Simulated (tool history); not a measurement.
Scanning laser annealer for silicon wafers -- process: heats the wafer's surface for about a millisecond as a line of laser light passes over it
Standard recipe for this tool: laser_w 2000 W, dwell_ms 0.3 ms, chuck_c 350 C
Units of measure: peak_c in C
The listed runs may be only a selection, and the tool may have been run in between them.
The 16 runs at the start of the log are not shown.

run 17 hour=1178.7 | laser_w=2099 dwell_ms=0.3 chuck_c=350 | peak_c=1210
run 18 hour=1236.6 | laser_w=2000 dwell_ms=0.3 chuck_c=335 | peak_c=1148
run 19 hour=1322.1 | laser_w=2000 dwell_ms=0.214 chuck_c=335 | peak_c=1037
run 20 hour=1376.7 | laser_w=2000 dwell_ms=0.214 chuck_c=340 | peak_c=1042
run 21 hour=1427 | laser_w=1925 dwell_ms=0.3 chuck_c=341 | peak_c=1119
run 22 hour=1524.1 | laser_w=2092 dwell_ms=0.3 chuck_c=331 | peak_c=1185
-- hour=1535.1 window over the wafer cleaned
run 23 hour=1567.3 | laser_w=2092 dwell_ms=0.3 chuck_c=331 | peak_c=1199
run 24 hour=1633.7 | laser_w=2023 dwell_ms=0.21 chuck_c=347 | peak_c=1063
run 25 hour=1691.7 | laser_w=2000 dwell_ms=0.263 chuck_c=350 | peak_c=1126
run 26 hour=1790.1 | laser_w=2000 dwell_ms=0.263 chuck_c=350 | peak_c=1122
run 27 hour=1858 | laser_w=1765 dwell_ms=0.212 chuck_c=350 | peak_c=964
run 28 hour=1927.1 | laser_w=2073 dwell_ms=0.3 chuck_c=350 | peak_c=1201
run 29 hour=1973.1 | laser_w=2029 dwell_ms=0.256 chuck_c=312 | peak_c=1082
run 30 hour=2028.6 | laser_w=2058 dwell_ms=0.3 chuck_c=340 | peak_c=1180

What does the tool deliver on the next run?
run 31 hour=2114.9 | laser_w=1719 dwell_ms=0.28 chuck_c=350 | peak_c=?

{"run 31": {"peak_c": 1021}}
On a tool with no hidden condition, and with the same random variation, this run would have come out at peak_c 1040 C.
